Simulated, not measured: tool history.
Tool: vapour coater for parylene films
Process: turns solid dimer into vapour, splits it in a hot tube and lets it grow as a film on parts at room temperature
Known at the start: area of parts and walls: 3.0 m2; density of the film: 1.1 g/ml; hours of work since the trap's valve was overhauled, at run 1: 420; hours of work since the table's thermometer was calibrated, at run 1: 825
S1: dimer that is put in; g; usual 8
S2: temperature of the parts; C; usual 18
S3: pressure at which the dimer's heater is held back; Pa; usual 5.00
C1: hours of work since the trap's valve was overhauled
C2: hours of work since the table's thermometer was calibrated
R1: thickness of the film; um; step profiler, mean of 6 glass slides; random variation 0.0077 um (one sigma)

run 1 hour=0.0 | S1=8 S2=18 S3=5.00 | C1=420 C2=825 | R1=1.239
-- hour=65.6 trap's valve overhauled
run 2 hour=75.3 | S1=8 S2=18 S3=5.00 | C1=8 C2=886 | R1=1.301
run 3 hour=142.2 | S1=8 S2=18 S3=5.00 | C1=65 C2=943 | R1=1.303
run 4 hour=185.4 | S1=8 S2=22 S3=5.00 | C1=102 C2=980 | R1=1.201
run 5 hour=238.2 | S1=10 S2=18 S3=5.00 | C1=147 C2=1025 | R1=1.608
run 6 hour=322.9 | S1=8 S2=18 S3=5.00 | C1=219 C2=1097 | R1=1.266
run 7 hour=406.2 | S1=8 S2=18 S3=7.01 | C1=290 C2=1168 | R1=1.182
run 8 hour=447.4 | S1=8 S2=18 S3=5.00 | C1=326 C2=1204 | R1=1.252
run 9 hour=505.6 | S1=8 S2=18 S3=5.00 | C1=375 C2=1253 | R1=1.236
run 10 hour=551.1 | S1=8 S2=18 S3=5.00 | C1=414 C2=1292 | R1=1.234
run 11 hour=608.7 | S1=8 S2=18 S3=5.00 | C1=463 C2=1341 | R1=1.228
-- hour=624.4 trap's valve overhauled
run 12 hour=670.1 | S1=4 S2=11 S3=2.37 | C1=39 C2=1390 | R1=0.855
run 13 hour=715.9 | S1=8 S2=23 S3=9.16 | C1=78 C2=1429 | R1=1.050
run 14 hour=784.3 | S1=9 S2=23 S3=10.77 | C1=136 C2=1487 | R1=1.136
run 15 hour=828.3 | S1=9 S2=23 S3=10.77 | C1=174 C2=1525 | R1=1.132
run 16 hour=887.2 | S1=7 S2=21 S3=5.00 | C1=224 C2=1575 | R1=1.052
run 17 hour=927.1 | S1=7 S2=15 S3=3.67 | C1=258 C2=1609 | R1=1.241
run 18 hour=967.1 | S1=4 S2=19 S3=5.74 | C1=292 C2=1643 | R1=0.602
run 19 hour=1046.6 | S1=3 S2=12 S3=3.60 | C1=360 C2=1711 | R1=0.549
run 20 hour=1097.0 | S1=6 S2=16 S3=8.28 | C1=403 C2=1754 | R1=0.881
-- hour=1182.0 trap's valve overhauled
run 21 hour=1183.4 | S1=6 S2=16 S3=8.28 | C1=1 C2=1824 | R1=0.929
run 22 hour=1241.7 | S1=4 S2=18 S3=2.34 | C1=51 C2=1874 | R1=0.733

Forecast each of these 3 alternatives for the next run:
run A hour=1318.9 | S1=4 S2=22 S3=3.53 | C1=117 C2=1940 | R1=?
run B hour=1318.9 | S1=5 S2=14 S3=5.00 | C1=117 C2=1940 | R1=?
run C hour=1318.9 | S1=4 S2=29 S3=2.34 | C1=117 C2=1940 | R1=?

run=A R1=0.623
run=B R1=0.845
run=C R1=0.595
Without the tool's hidden state the same runs would have given:
run=A R1=0.651
run=B R1=0.882
run=C R1=0.621

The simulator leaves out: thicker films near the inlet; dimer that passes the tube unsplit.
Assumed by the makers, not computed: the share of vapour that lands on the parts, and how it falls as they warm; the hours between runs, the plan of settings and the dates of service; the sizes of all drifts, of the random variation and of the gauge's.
